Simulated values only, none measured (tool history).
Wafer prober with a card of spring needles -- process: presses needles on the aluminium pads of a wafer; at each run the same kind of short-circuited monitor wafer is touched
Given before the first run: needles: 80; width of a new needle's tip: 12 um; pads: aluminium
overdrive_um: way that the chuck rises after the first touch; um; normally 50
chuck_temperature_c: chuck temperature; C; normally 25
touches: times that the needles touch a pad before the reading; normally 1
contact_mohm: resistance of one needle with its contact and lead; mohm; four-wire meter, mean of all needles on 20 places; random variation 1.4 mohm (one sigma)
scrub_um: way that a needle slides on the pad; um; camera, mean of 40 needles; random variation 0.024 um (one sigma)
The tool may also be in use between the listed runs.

| run | hour | overdrive_um | chuck_temperature_c | touches | contact_mohm | scrub_um |
|---|---|---|---|---|---|---|
| 1 | 0.0 | 50 | 25 | 1 | 680 | 6.62 |
|  | 3.3 | tips cleaned on abrasive film |
| 2 | 13.5 | 50 | 25 | 1 | 640 | 6.58 |
|  | 19.6 | tips cleaned on abrasive film |
| 3 | 26.5 | 50 | 25 | 1 | 561 | 6.57 |
|  | 34.9 | tips cleaned on abrasive film |
| 4 | 44.4 | 50 | 25 | 1 | 620 | 6.54 |
|  | 50.3 | tips cleaned on abrasive film |
|  | 66.5 | tips cleaned on abrasive film |
| 5 | 66.9 | 50 | 25 | 1 | 215 | 6.51 |
| 6 | 77.3 | 50 | 25 | 1 | 659 | 6.54 |
|  | 83.8 | tips cleaned on abrasive film |
|  | 100.2 | tips cleaned on abrasive film |
| 7 | 100.7 | 50 | 25 | 1 | 224 | 6.49 |
| 8 | 110.6 | 50 | 25 | 1 | 673 | 6.48 |
|  | 117.3 | tips cleaned on abrasive film |
| 9 | 132.0 | 36 | 66 | 1 | 1201 | 4.60 |
|  | 134.3 | tips cleaned on abrasive film |
|  | 134.6 | height of the first contact set anew |
|  | 150.9 | tips cleaned on abrasive film |
| 10 | 154.5 | 47 | 34 | 2 | 356 | 5.89 |
|  | 166.7 | tips cleaned on abrasive film |
| 11 | 171.4 | 47 | 34 | 2 | 431 | 5.85 |
|  | 182.3 | tips cleaned on abrasive film |
| 12 | 185.6 | 47 | 34 | 2 | 357 | 5.85 |
|  | 198.0 | tips cleaned on abrasive film |
| 13 | 198.3 | 38 | 112 | 2 | 254 | 4.62 |
|  | 213.6 | tips cleaned on abrasive film |
| 14 | 215.2 | 50 | 25 | 2 | 232 | 6.29 |
|  | 218.9 | height of the first contact set anew, once more |
|  | 229.7 | tips cleaned on abrasive film |
| 15 | 231.8 | 50 | 25 | 2 | 255 | 6.72 |

Some steps in contact_mohm between neighbouring runs. How much of each would the tool show without its hidden state too (settings, what came in, random variation), and how much is left for the hidden state, with any gauge scatter that isn't in both results?
Hidden conditions of the tool in this case: debris on the tips, nm; way that the needles fall short of the set height, um; tips' diameter, um; drift of the gauge itself on contact_mohm, %; drift of the gauge itself on scrub_um, %.
Run 9 -> 10: overdrive_um 36 -> 47, chuck_temperature_c 66 -> 34, touches 1 -> 2, tips cleaned on abrasive film, height of the first contact set anew, tips cleaned on abrasive film. contact_mohm -845 mohm: hidden state -827, all else -18.

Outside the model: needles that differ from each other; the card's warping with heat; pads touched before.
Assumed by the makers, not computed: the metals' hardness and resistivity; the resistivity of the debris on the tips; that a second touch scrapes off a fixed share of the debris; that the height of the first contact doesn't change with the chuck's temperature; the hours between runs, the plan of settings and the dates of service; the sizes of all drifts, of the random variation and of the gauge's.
